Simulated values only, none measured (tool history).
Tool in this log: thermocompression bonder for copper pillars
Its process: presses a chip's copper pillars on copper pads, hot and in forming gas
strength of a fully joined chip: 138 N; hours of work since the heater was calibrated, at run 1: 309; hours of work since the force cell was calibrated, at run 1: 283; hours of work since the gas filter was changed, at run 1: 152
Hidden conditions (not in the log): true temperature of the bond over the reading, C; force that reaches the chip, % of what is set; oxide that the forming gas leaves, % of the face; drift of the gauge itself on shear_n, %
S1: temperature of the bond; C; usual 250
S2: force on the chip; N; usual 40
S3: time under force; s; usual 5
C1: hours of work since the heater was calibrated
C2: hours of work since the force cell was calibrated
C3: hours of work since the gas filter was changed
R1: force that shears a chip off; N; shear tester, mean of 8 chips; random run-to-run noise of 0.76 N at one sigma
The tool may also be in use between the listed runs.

{"run": 1, "hour": 0.0, "S1": 250, "S2": 40, "S3": 5, "C1": 309, "C2": 283, "C3": 152, "R1": 54.5}
{"run": 2, "hour": 8.3, "S1": 250, "S2": 40, "S3": 5, "C1": 315, "C2": 289, "C3": 158, "R1": 53.9}
{"run": 3, "hour": 18.2, "S1": 250, "S2": 40, "S3": 5, "C1": 322, "C2": 296, "C3": 165, "R1": 54.7}
{"run": 4, "hour": 23.3, "S1": 234, "S2": 40, "S3": 5, "C1": 325, "C2": 299, "C3": 168, "R1": 44.5}
{"run": 5, "hour": 27.9, "S1": 234, "S2": 40, "S3": 5, "C1": 329, "C2": 302, "C3": 171, "R1": 44.2}
{"run": 6, "hour": 35.0, "S1": 234, "S2": 40, "S3": 5, "C1": 333, "C2": 307, "C3": 176, "R1": 43.3}
{"run": 7, "hour": 43.4, "S1": 234, "S2": 40, "S3": 5, "C1": 339, "C2": 313, "C3": 182, "R1": 44}
{"run": 8, "hour": 49.0, "S1": 250, "S2": 25, "S3": 5, "C1": 343, "C2": 317, "C3": 186, "R1": 36.2}
{"run": 9, "hour": 56.2, "S1": 250, "S2": 40, "S3": 5, "C1": 348, "C2": 322, "C3": 191, "R1": 52.7}
{"run": 10, "hour": 61.6, "S1": 250, "S2": 40, "S3": 5, "C1": 352, "C2": 325, "C3": 195, "R1": 54.4}
{"run": 11, "hour": 70.5, "S1": 250, "S2": 40, "S3": 5, "C1": 358, "C2": 332, "C3": 201, "R1": 53.4}
{"run": 12, "hour": 75.5, "S1": 250, "S2": 27, "S3": 5, "C1": 361, "C2": 335, "C3": 204, "R1": 37.6}
{"run": 13, "hour": 82.8, "S1": 250, "S2": 27, "S3": 5, "C1": 366, "C2": 340, "C3": 209, "R1": 38}
{"run": 14, "hour": 87.9, "S1": 250, "S2": 27, "S3": 5, "C1": 370, "C2": 344, "C3": 213, "R1": 37.6}
{"hour": 89.8, "done": "forming gas filter changed"}
{"run": 15, "hour": 96.5, "S1": 250, "S2": 27, "S3": 5, "C1": 375, "C2": 349, "C3": 5, "R1": 40.8}
{"run": 16, "hour": 101.9, "S1": 250, "S2": 27, "S3": 5, "C1": 379, "C2": 353, "C3": 8, "R1": 42.2}
{"run": 17, "hour": 111.1, "S1": 250, "S2": 40, "S3": 5, "C1": 386, "C2": 359, "C3": 15, "R1": 60.8}
{"hour": 113.4, "done": "force cell calibrated"}
{"run": 18, "hour": 118.4, "S1": 250, "S2": 41, "S3": 5, "C1": 390, "C2": 3, "C3": 19, "R1": 59.8}
{"run": 19, "hour": 124.4, "S1": 250, "S2": 41, "S3": 5, "C1": 394, "C2": 8, "C3": 23, "R1": 59}
{"run": 20, "hour": 130.3, "S1": 250, "S2": 40, "S3": 9, "C1": 398, "C2": 12, "C3": 27, "R1": 73.2}
{"run": 21, "hour": 135.3, "S1": 271, "S2": 37, "S3": 4, "C1": 401, "C2": 15, "C3": 30, "R1": 63.6}
{"run": 22, "hour": 143.7, "S1": 271, "S2": 37, "S3": 4, "C1": 407, "C2": 21, "C3": 36, "R1": 64.5}
{"run": 23, "hour": 153.8, "S1": 224, "S2": 27, "S3": 5, "C1": 414, "C2": 28, "C3": 43, "R1": 27.8}
{"hour": 156.2, "done": "force cell calibrated, once more"}
{"run": 24, "hour": 163.6, "S1": 224, "S2": 27, "S3": 4, "C1": 420, "C2": 5, "C3": 49, "R1": 25.7}
{"run": 25, "hour": 173.2, "S1": 250, "S2": 40, "S3": 3, "C1": 426, "C2": 12, "C3": 55, "R1": 47.9}
{"run": 26, "hour": 183.1, "S1": 253, "S2": 40, "S3": 3, "C1": 433, "C2": 18, "C3": 62, "R1": 50}
{"run": 27, "hour": 189.5, "S1": 263, "S2": 32, "S3": 7, "C1": 437, "C2": 23, "C3": 67, "R1": 63.4}
{"run": 28, "hour": 195.0, "S1": 236, "S2": 32, "S3": 5, "C1": 441, "C2": 27, "C3": 70, "R1": 40.4}
{"run": 29, "hour": 201.1, "S1": 236, "S2": 32, "S3": 5, "C1": 445, "C2": 31, "C3": 75, "R1": 40.4}
{"run": 30, "hour": 208.6, "S1": 271, "S2": 40, "S3": 5, "C1": 451, "C2": 36, "C3": 80, "R1": 72.7}
{"run": 31, "hour": 215.4, "S1": 271, "S2": 40, "S3": 5, "C1": 455, "C2": 41, "C3": 84, "R1": 70.9}
{"run": 32, "hour": 223.8, "S1": 267, "S2": 40, "S3": 9, "C1": 461, "C2": 47, "C3": 90, "R1": 83}
{"run": 33, "hour": 233.9, "S1": 250, "S2": 53, "S3": 4, "C1": 468, "C2": 53, "C3": 97, "R1": 66.4}
{"run": 34, "hour": 239.3, "S1": 250, "S2": 53, "S3": 4, "C1": 472, "C2": 57, "C3": 101, "R1": 68.1}
{"run": 35, "hour": 244.4, "S1": 274, "S2": 40, "S3": 14, "C1": 475, "C2": 61, "C3": 104, "R1": 97.7}
{"run": 36, "hour": 249.2, "S1": 236, "S2": 53, "S3": 3, "C1": 479, "C2": 64, "C3": 108, "R1": 52.1}
{"run": 37, "hour": 255.0, "S1": 236, "S2": 53, "S3": 3, "C1": 483, "C2": 68, "C3": 112, "R1": 51.2}
{"run": 38, "hour": 262.8, "S1": 236, "S2": 58, "S3": 3, "C1": 488, "C2": 73, "C3": 117, "R1": 56.2}
{"run": 39, "hour": 272.6, "S1": 236, "S2": 58, "S3": 3, "C1": 495, "C2": 80, "C3": 124, "R1": 54.7}

Branching from run 39: 5 alternative next runs. What would each branch give?
{"run": "A", "hour": 276.9, "S1": 239, "S2": 43, "S3": 5, "C1": 498, "C2": 83, "C3": 127, "R1": "?"}
{"run": "B", "hour": 276.9, "S1": 268, "S2": 42, "S3": 3, "C1": 498, "C2": 83, "C3": 127, "R1": "?"}
{"run": "C", "hour": 276.9, "S1": 236, "S2": 46, "S3": 5, "C1": 498, "C2": 83, "C3": 127, "R1": "?"}
{"run": "D", "hour": 276.9, "S1": 263, "S2": 58, "S3": 3, "C1": 498, "C2": 83, "C3": 127, "R1": "?"}
{"run": "E", "hour": 276.9, "S1": 236, "S2": 28, "S3": 3, "C1": 498, "C2": 83, "C3": 127, "R1": "?"}

run=A R1=53.4
run=B R1=60.5
run=C R1=54
run=D R1=73.7
run=E R1=27.7
Take away the tool's hidden state, keep each run's random variation, and the runs would have read:
run=A R1=52.9
run=B R1=60.7
run=C R1=53.4
run=D R1=74.3
run=E R1=27
